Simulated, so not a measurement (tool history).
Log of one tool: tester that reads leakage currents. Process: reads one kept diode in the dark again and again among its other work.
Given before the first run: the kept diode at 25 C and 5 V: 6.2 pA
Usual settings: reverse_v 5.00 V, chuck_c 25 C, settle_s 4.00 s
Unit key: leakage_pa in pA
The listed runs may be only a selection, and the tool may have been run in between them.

run 1 hour=0.0 | reverse_v=5.00 chuck_c=25 settle_s=4.00 | leakage_pa=6.21
run 2 hour=29.2 | reverse_v=5.00 chuck_c=25 settle_s=4.00 | leakage_pa=6.22
run 3 hour=73.6 | reverse_v=1.10 chuck_c=25 settle_s=4.00 | leakage_pa=2.90
run 4 hour=93.0 | reverse_v=1.10 chuck_c=25 settle_s=4.00 | leakage_pa=2.88
run 5 hour=123.1 | reverse_v=5.00 chuck_c=25 settle_s=4.00 | leakage_pa=6.32
run 6 hour=158.1 | reverse_v=5.00 chuck_c=25 settle_s=4.00 | leakage_pa=6.18
run 7 hour=197.0 | reverse_v=5.00 chuck_c=25 settle_s=4.00 | leakage_pa=6.29
run 8 hour=238.9 | reverse_v=5.00 chuck_c=25 settle_s=1.54 | leakage_pa=6.31
run 9 hour=259.8 | reverse_v=5.00 chuck_c=25 settle_s=1.54 | leakage_pa=6.30
run 10 hour=292.9 | reverse_v=5.00 chuck_c=25 settle_s=4.00 | leakage_pa=6.09
run 11 hour=323.9 | reverse_v=5.00 chuck_c=25 settle_s=4.00 | leakage_pa=6.26
run 12 hour=349.4 | reverse_v=5.00 chuck_c=25 settle_s=4.00 | leakage_pa=6.15
run 13 hour=369.6 | reverse_v=1.20 chuck_c=31 settle_s=4.00 | leakage_pa=5.13
run 14 hour=406.6 | reverse_v=5.00 chuck_c=59 settle_s=4.92 | leakage_pa=92.63
run 15 hour=429.9 | reverse_v=5.00 chuck_c=59 settle_s=4.92 | leakage_pa=93.13
run 16 hour=455.0 | reverse_v=1.26 chuck_c=25 settle_s=2.58 | leakage_pa=3.09
run 17 hour=488.6 | reverse_v=1.26 chuck_c=25 settle_s=2.58 | leakage_pa=3.06
run 18 hour=509.8 | reverse_v=8.07 chuck_c=25 settle_s=4.00 | leakage_pa=7.89
run 19 hour=542.7 | reverse_v=3.60 chuck_c=36 settle_s=4.00 | leakage_pa=12.99
run 20 hour=566.4 | reverse_v=1.37 chuck_c=36 settle_s=4.00 | leakage_pa=8.26
run 21 hour=602.4 | reverse_v=1.44 chuck_c=22 settle_s=1.08 | leakage_pa=2.64

Pick out some run-to-run changes in leakage_pa. Of each, how much would a tool without hidden state show as well, from the settings, what came in and chance, and how much is left for the hidden state and any gauge scatter not in both results compared?
Hidden state at play: stray current of the dirty probe card, pA a volt; current scale over the true one, %; true chuck temperature over the reading, C; drift of the gauge itself on leakage_pa, %.
Run 13 -> 14: reverse_v 1.20 -> 5.00, chuck_c 31 -> 59, settle_s 4.00 -> 4.92. leakage_pa +87.50 pA: hidden state -5.55, all else +93.05.
Run 15 -> 16: reverse_v 5.00 -> 1.26, chuck_c 59 -> 25, settle_s 4.92 -> 2.58. leakage_pa -90.04 pA: hidden state +5.84, all else -95.88.
